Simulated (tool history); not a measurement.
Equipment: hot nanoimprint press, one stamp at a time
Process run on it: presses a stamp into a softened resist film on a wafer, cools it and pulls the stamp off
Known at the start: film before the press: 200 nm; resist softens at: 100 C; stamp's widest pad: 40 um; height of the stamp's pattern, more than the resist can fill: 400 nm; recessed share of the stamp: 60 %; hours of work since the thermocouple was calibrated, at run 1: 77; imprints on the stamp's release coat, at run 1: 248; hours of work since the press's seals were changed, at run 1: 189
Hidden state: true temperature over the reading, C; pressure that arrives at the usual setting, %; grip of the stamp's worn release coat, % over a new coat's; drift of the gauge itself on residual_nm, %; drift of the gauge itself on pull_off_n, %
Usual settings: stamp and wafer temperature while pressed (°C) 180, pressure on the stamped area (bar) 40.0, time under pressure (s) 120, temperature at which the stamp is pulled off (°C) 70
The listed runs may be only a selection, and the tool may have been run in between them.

run	hour	stamp and wafer temperature while pressed (°C)	pressure on the stamped area (bar)	time under pressure (s)	temperature at which the stamp is pulled off (°C)	hours of work since the thermocouple was calibrated	imprints on the stamp's release coat	hours of work since the press's seals were changed	resist left under the stamp's widest pad (Å)	greatest force while the stamp is pulled off (N)
1	0.0	180	40.0	120	70	77	248	189	795	230
2	84.2	180	40.0	120	70	138	631	250	803	237
# hour 164.4: stamp cleaned and given a new release coat
3	164.4	180	40.0	120	70	191	0	303	800	242
4	215.4	180	40.0	120	70	228	232	340	797	239
5	262.8	180	40.0	120	70	262	448	374	797	237
# hour 323.2: plate thermocouple calibrated
6	330.9	180	40.0	120	70	6	744	421	797	240
# hour 383.2: stamp cleaned and given a new release coat
7	416.6	180	40.0	120	70	63	152	479	799	232
8	461.8	180	40.0	71	70	96	358	511	972	239
9	521.1	186	40.0	120	70	138	628	554	581	245
10	562.1	186	40.0	120	70	168	814	584	583	233
# hour 598.3: stamp cleaned and given a new release coat
11	644.8	186	40.0	120	70	223	211	639	593	238
12	680.5	180	40.0	87	70	249	374	665	897	241
# hour 743.4: press's hydraulic seals changed and the load cell set to zero
13	752.4	180	40.0	111	70	295	665	7	817	233
# hour 761.8: plate thermocouple calibrated
# hour 826.8: stamp cleaned and given a new release coat
14	838.8	180	40.0	177	70	51	55	62	669	240
15	890.6	189	40.0	120	70	89	291	100	502	231
16	966.4	189	40.0	85	58	143	635	154	590	302
# hour 1045.7: stamp cleaned and given a new release coat
17	1053.4	177	40.0	120	70	202	35	213	913	238
18	1123.5	176	40.0	120	70	252	354	263	953	246
# hour 1192.6: plate thermocouple calibrated
19	1199.3	181	25.5	169	75	5	685	316	801	210
20	1237.7	181	25.5	169	75	33	860	343	793	217
# hour 1262.5: stamp cleaned and given a new release coat
21	1301.2	181	25.5	169	75	74	176	385	791	201
22	1367.6	181	25.5	169	75	122	478	433	793	210
23	1440.7	181	25.5	169	75	175	811	486	789	208
# hour 1482.7: stamp cleaned and given a new release coat
24	1490.5	180	52.7	134	67	206	35	517	652	256
25	1573.8	187	40.0	120	70	266	414	577	548	229
# hour 1626.9: plate thermocouple calibrated
26	1636.5	187	44.1	156	70	7	686	620	466	246
# hour 1687.4: gauge calibrated
# hour 1702.4: stamp cleaned and given a new release coat
27	1714.4	187	44.1	156	55	59	55	672	476	328
# hour 1765.3: press's hydraulic seals changed and the load cell set to zero
28	1799.5	177	31.5	79	65	114	406	25	1184	277
29	1849.0	177	31.5	79	65	150	631	60	1178	268

Predict each of these 4 candidate next runs independently; none follows another, all start after run 29:
# hour 1927.0: stamp cleaned and given a new release coat
A	1938.2	176	46.6	79	65	210	51	120	?	?
# hour 1927.0: stamp cleaned and given a new release coat
B	1938.2	169	31.5	79	71	210	51	120	?	?
# hour 1927.0: stamp cleaned and given a new release coat
C	1938.2	187	31.5	79	65	210	51	120	?	?
# hour 1927.0: stamp cleaned and given a new release coat
D	1938.2	177	25.1	190	65	210	51	120	?	?

run	resist left under the stamp's widest pad (Å)	greatest force while the stamp is pulled off (N)
A	1066	269
B	1550	230
C	754	265
D	935	257
With the hidden condition removed and each run's random variation left untouched, the same runs would have given:
run	resist left under the stamp's widest pad (Å)	greatest force while the stamp is pulled off (N)
A	1071	268
B	1557	230
C	757	264
D	940	257
